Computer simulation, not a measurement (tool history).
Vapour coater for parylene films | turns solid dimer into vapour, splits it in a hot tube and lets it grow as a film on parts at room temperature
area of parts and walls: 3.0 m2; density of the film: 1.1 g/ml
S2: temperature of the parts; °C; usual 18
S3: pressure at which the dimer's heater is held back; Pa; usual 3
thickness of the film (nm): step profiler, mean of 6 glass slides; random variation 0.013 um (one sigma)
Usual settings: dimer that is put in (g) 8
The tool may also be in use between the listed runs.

run 1 hour=0 | dimer_that_is_put_in_(g)=8 S2=18 S3=3 | thickness_of_the_film_(nm)=1840
run 2 hour=21.4 | dimer_that_is_put_in_(g)=8 S2=18 S3=3 | thickness_of_the_film_(nm)=1850
run 3 hour=39.3 | dimer_that_is_put_in_(g)=8 S2=18 S3=2.81 | thickness_of_the_film_(nm)=1880
run 4 hour=48.5 | dimer_that_is_put_in_(g)=8 S2=18 S3=3 | thickness_of_the_film_(nm)=1820
run 5 hour=61.3 | dimer_that_is_put_in_(g)=8 S2=18 S3=3 | thickness_of_the_film_(nm)=1820
run 6 hour=71.3 | dimer_that_is_put_in_(g)=8 S2=18 S3=3 | thickness_of_the_film_(nm)=1820
run 7 hour=87.7 | dimer_that_is_put_in_(g)=8 S2=18 S3=3 | thickness_of_the_film_(nm)=1840
-- hour=93.6 trap's valve overhauled
run 8 hour=108.2 | dimer_that_is_put_in_(g)=10 S2=25 S3=11.61 | thickness_of_the_film_(nm)=1570
run 9 hour=127.9 | dimer_that_is_put_in_(g)=5 S2=25 S3=11.61 | thickness_of_the_film_(nm)=780
run 10 hour=137.9 | dimer_that_is_put_in_(g)=5 S2=25 S3=11.61 | thickness_of_the_film_(nm)=780
-- hour=140.7 table's thermometer calibrated
run 11 hour=159.5 | dimer_that_is_put_in_(g)=9 S2=28 S3=2.16 | thickness_of_the_film_(nm)=1970
run 12 hour=172.2 | dimer_that_is_put_in_(g)=11 S2=30 S3=11.85 | thickness_of_the_film_(nm)=1550
run 13 hour=185.9 | dimer_that_is_put_in_(g)=11 S2=30 S3=11.85 | thickness_of_the_film_(nm)=1560

5 ways to go on from here, each from the tool as it stands after run 13. What would each give?
run A hour=204.1 | dimer_that_is_put_in_(g)=10 S2=10 S3=4.06 | thickness_of_the_film_(nm)=?
run B hour=204.1 | dimer_that_is_put_in_(g)=12 S2=30 S3=11.85 | thickness_of_the_film_(nm)=?
run C hour=204.1 | dimer_that_is_put_in_(g)=3 S2=11 S3=2.34 | thickness_of_the_film_(nm)=?
run D hour=204.1 | dimer_that_is_put_in_(g)=8 S2=18 S3=3 | thickness_of_the_film_(nm)=?
run E hour=204.1 | dimer_that_is_put_in_(g)=6 S2=14 S3=3.03 | thickness_of_the_film_(nm)=?

run=A thickness_of_the_film_(nm)=2650
run=B thickness_of_the_film_(nm)=1670
run=C thickness_of_the_film_(nm)=860
run=D thickness_of_the_film_(nm)=1950
run=E thickness_of_the_film_(nm)=1550
Without the tool's hidden state the same runs would have given:
run=A thickness_of_the_film_(nm)=2700
run=B thickness_of_the_film_(nm)=1710
run=C thickness_of_the_film_(nm)=880
run=D thickness_of_the_film_(nm)=1980
run=E thickness_of_the_film_(nm)=1580

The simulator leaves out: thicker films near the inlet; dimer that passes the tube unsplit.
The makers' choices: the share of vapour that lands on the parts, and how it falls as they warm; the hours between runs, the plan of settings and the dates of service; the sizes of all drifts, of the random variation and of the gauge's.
